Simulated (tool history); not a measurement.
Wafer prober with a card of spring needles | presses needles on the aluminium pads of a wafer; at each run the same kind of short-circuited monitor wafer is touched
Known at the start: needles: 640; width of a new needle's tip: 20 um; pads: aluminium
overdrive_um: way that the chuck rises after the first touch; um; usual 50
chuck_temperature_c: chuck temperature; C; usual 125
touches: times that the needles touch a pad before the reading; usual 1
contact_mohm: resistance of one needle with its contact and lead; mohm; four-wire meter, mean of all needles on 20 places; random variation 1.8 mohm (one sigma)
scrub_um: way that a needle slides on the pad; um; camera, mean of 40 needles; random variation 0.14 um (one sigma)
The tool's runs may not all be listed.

| run | hour | overdrive_um | chuck_temperature_c | touches | contact_mohm | scrub_um |
|---|---|---|---|---|---|---|
| 1 | 0 | 50 | 125 | 1 | 236 | 10.01 |
|  | 3.8 | tips cleaned on abrasive film |
|  | 8.9 | tips cleaned on abrasive film |
|  | 15.3 | tips cleaned on abrasive film |
|  | 21.6 | tips cleaned on abrasive film |
|  | 27.9 | tips cleaned on abrasive film |
|  | 34.3 | tips cleaned on abrasive film |
|  | 40.6 | tips cleaned on abrasive film |
|  | 46.9 | tips cleaned on abrasive film |
| 2 | 50.2 | 50 | 125 | 1 | 262 | 9.63 |
|  | 52.8 | tips cleaned on abrasive film |
|  | 59.2 | tips cleaned on abrasive film |
|  | 64.3 | tips cleaned on abrasive film |
|  | 70.6 | tips cleaned on abrasive film |
|  | 72.1 | height of the first contact set anew |
|  | 77.2 | tips cleaned on abrasive film |
|  | 82.3 | tips cleaned on abrasive film |
|  | 88.6 | tips cleaned on abrasive film |
|  | 95 | tips cleaned on abrasive film |
| 3 | 98.8 | 50 | 125 | 1 | 249 | 11.41 |
|  | 100.2 | tips cleaned on abrasive film |
|  | 106.5 | tips cleaned on abrasive film |
|  | 112.8 | tips cleaned on abrasive film |
|  | 119.2 | tips cleaned on abrasive film |
|  | 125.5 | tips cleaned on abrasive film |
|  | 131.6 | tips cleaned on abrasive film |
| 4 | 131.6 | 50 | 28 | 1 | 170 | 11.32 |
|  | 137.9 | tips cleaned on abrasive film |
|  | 144.3 | tips cleaned on abrasive film |
|  | 150.6 | tips cleaned on abrasive film |
|  | 156.9 | tips cleaned on abrasive film |
| 5 | 159.1 | 50 | 28 | 1 | 212 | 11.21 |
|  | 163 | tips cleaned on abrasive film |
|  | 169.3 | tips cleaned on abrasive film |
|  | 175.6 | tips cleaned on abrasive film |
|  | 182 | tips cleaned on abrasive film |
| 6 | 186.3 | 50 | 125 | 1 | 260 | 11.26 |
|  | 187.6 | tips cleaned on abrasive film |
|  | 194 | tips cleaned on abrasive film |
|  | 200.3 | tips cleaned on abrasive film |
|  | 205.4 | tips cleaned on abrasive film |
|  | 211.7 | tips cleaned on abrasive film |
|  | 216.8 | tips cleaned on abrasive film |
|  | 223.2 | tips cleaned on abrasive film |
|  | 229.5 | tips cleaned on abrasive film |
| 7 | 231.2 | 50 | 125 | 1 | 218 | 10.97 |
|  | 235 | tips cleaned on abrasive film |
|  | 241.4 | tips cleaned on abrasive film |
|  | 247.7 | tips cleaned on abrasive film |
|  | 252.8 | tips cleaned on abrasive film |
|  | 259.1 | tips cleaned on abrasive film |
|  | 265.5 | tips cleaned on abrasive film |
|  | 271.8 | tips cleaned on abrasive film |
| 8 | 276.5 | 50 | 91 | 1 | 262 | 10.92 |
|  | 277.9 | tips cleaned on abrasive film |
|  | 284.2 | tips cleaned on abrasive film |
|  | 290.5 | tips cleaned on abrasive film |
|  | 295.6 | tips cleaned on abrasive film |
|  | 301.9 | tips cleaned on abrasive film |
|  | 308.3 | tips cleaned on abrasive film |
| 9 | 312.2 | 50 | 125 | 1 | 254 | 11.05 |
|  | 313.6 | tips cleaned on abrasive film |
|  | 319.9 | tips cleaned on abrasive film |
|  | 325 | tips cleaned on abrasive film |
|  | 331.3 | tips cleaned on abrasive film |
|  | 337.7 | tips cleaned on abrasive film |
|  | 344 | tips cleaned on abrasive film |
|  | 350.3 | tips cleaned on abrasive film |
|  | 355.4 | tips cleaned on abrasive film |
| 10 | 360 | 50 | 27 | 1 | 248 | 10.66 |
|  | 361.3 | tips cleaned on abrasive film |
|  | 367.7 | tips cleaned on abrasive film |
|  | 374 | tips cleaned on abrasive film |
|  | 380.3 | tips cleaned on abrasive film |
|  | 386.7 | tips cleaned on abrasive film |
| 11 | 391.4 | 50 | 27 | 1 | 270 | 10.67 |
|  | 392.7 | tips cleaned on abrasive film |
|  | 399.1 | tips cleaned on abrasive film |
|  | 405.4 | tips cleaned on abrasive film |
|  | 411.7 | tips cleaned on abrasive film |
|  | 418.1 | tips cleaned on abrasive film |
|  | 424.4 | tips cleaned on abrasive film |
|  | 429.5 | tips cleaned on abrasive film |
| 12 | 432.4 | 50 | 79 | 1 | 240 | 10.36 |
|  | 435 | tips cleaned on abrasive film |
|  | 441.3 | tips cleaned on abrasive film |
|  | 447.6 | tips cleaned on abrasive film |
|  | 454 | tips cleaned on abrasive film |
| 13 | 454.6 | 50 | 101 | 1 | 201 | 10.77 |
|  | 459.7 | tips cleaned on abrasive film |
|  | 466 | tips cleaned on abrasive film |
|  | 472.3 | tips cleaned on abrasive film |
|  | 478.1 | tips cleaned on abrasive film |
| 14 | 478.1 | 66 | 74 | 2 | 175 | 14.16 |
|  | 483.2 | tips cleaned on abrasive film |
|  | 489.5 | tips cleaned on abrasive film |
|  | 495.9 | tips cleaned on abrasive film |
|  | 502.2 | tips cleaned on abrasive film |
|  | 507.8 | tips cleaned on abrasive film |
| 15 | 507.8 | 41 | 56 | 2 | 191 | 8.43 |
|  | 514.1 | tips cleaned on abrasive film |
|  | 520.4 | tips cleaned on abrasive film |
|  | 526.8 | tips cleaned on abrasive film |
|  | 533.1 | tips cleaned on abrasive film |
|  | 538.2 | tips cleaned on abrasive film |
|  | 544.5 | tips cleaned on abrasive film |
|  | 549.6 | tips cleaned on abrasive film |
| 16 | 553.1 | 41 | 56 | 2 | 253 | 8.22 |
|  | 555.7 | tips cleaned on abrasive film |
|  | 560.8 | tips cleaned on abrasive film |
|  | 567.1 | tips cleaned on abrasive film |
|  | 573.4 | tips cleaned on abrasive film |
|  | 578.5 | tips cleaned on abrasive film |
|  | 584.9 | tips cleaned on abrasive film |
|  | 591.2 | tips cleaned on abrasive film |
|  | 597.5 | tips cleaned on abrasive film |
| 17 | 599.6 | 41 | 56 | 2 | 232 | 8.31 |
|  | 603.4 | tips cleaned on abrasive film |
|  | 609.8 | tips cleaned on abrasive film |
|  | 616.1 | tips cleaned on abrasive film |
|  | 622.4 | tips cleaned on abrasive film |
|  | 628.8 | tips cleaned on abrasive film |
|  | 635.1 | tips cleaned on abrasive film |
|  | 641.4 | tips cleaned on abrasive film |
| 18 | 641.7 | 60 | 28 | 1 | 178 | 12.17 |
|  | 646.8 | tips cleaned on abrasive film |
|  | 653.2 | tips cleaned on abrasive film |
|  | 659.5 | tips cleaned on abrasive film |
|  | 664.6 | tips cleaned on abrasive film |
| 19 | 665.3 | 58 | 28 | 2 | 175 | 11.67 |
|  | 670.4 | tips cleaned on abrasive film |
|  | 676.7 | tips cleaned on abrasive film |
|  | 683 | tips cleaned on abrasive film |
|  | 689.4 | tips cleaned on abrasive film |
|  | 695.7 | tips cleaned on abrasive film |
|  | 702 | tips cleaned on abrasive film |
| 20 | 703.6 | 50 | 96 | 1 | 223 | 10.06 |
|  | 707.4 | tips cleaned on abrasive film |
|  | 713.7 | tips cleaned on abrasive film |
|  | 718.8 | tips cleaned on abrasive film |
|  | 725.2 | tips cleaned on abrasive film |
|  | 730.3 | tips cleaned on abrasive film |
|  | 736.6 | tips cleaned on abrasive film |
|  | 742.4 | tips cleaned on abrasive film |
| 21 | 742.4 | 50 | 124 | 2 | 194 | 9.68 |
|  | 747.5 | tips cleaned on abrasive film |
|  | 753.8 | tips cleaned on abrasive film |
|  | 758.9 | tips cleaned on abrasive film |
|  | 765.2 | tips cleaned on abrasive film |
|  | 770.3 | tips cleaned on abrasive film |
|  | 776.7 | tips cleaned on abrasive film |
|  | 781.8 | tips cleaned on abrasive film |
|  | 788.1 | tips cleaned on abrasive film |
| 22 | 789.3 | 50 | 124 | 2 | 214 | 9.85 |
|  | 794.4 | tips cleaned on abrasive film |
|  | 800.7 | tips cleaned on abrasive film |
|  | 807 | tips cleaned on abrasive film |
|  | 807.3 | height of the first contact set anew |
|  | 813.7 | tips cleaned on abrasive film |
| 23 | 818 | 62 | 125 | 2 | 213 | 14.02 |

4 ways to go on from here, each from the tool as it stands after run 23. What would each give?
|  | 819.4 | tips cleaned on abrasive film |
|  | 824.4 | tips cleaned on abrasive film |
|  | 830.8 | tips cleaned on abrasive film |
|  | 835.9 | tips cleaned on abrasive film |
| A | 839 | 62 | 58 | 2 | ? | ? |
|  | 819.4 | tips cleaned on abrasive film |
|  | 824.4 | tips cleaned on abrasive film |
|  | 830.8 | tips cleaned on abrasive film |
|  | 835.9 | tips cleaned on abrasive film |
| B | 839 | 62 | 125 | 1 | ? | ? |
|  | 819.4 | tips cleaned on abrasive film |
|  | 824.4 | tips cleaned on abrasive film |
|  | 830.8 | tips cleaned on abrasive film |
|  | 835.9 | tips cleaned on abrasive film |
| C | 839 | 39 | 66 | 1 | ? | ? |
|  | 819.4 | tips cleaned on abrasive film |
|  | 824.4 | tips cleaned on abrasive film |
|  | 830.8 | tips cleaned on abrasive film |
|  | 835.9 | tips cleaned on abrasive film |
| D | 839 | 50 | 50 | 2 | ? | ? |

| run | contact_mohm | scrub_um |
|---|---|---|
| A | 195 | 14.1 |
| B | 220 | 14.24 |
| C | 285 | 8.72 |
| D | 212 | 11.46 |
Without the tool's hidden state the same runs would have given:
| run | contact_mohm | scrub_um |
|---|---|---|
| A | 165 | 14.17 |
| B | 177 | 14.31 |
| C | 174 | 8.79 |
| D | 167 | 11.53 |
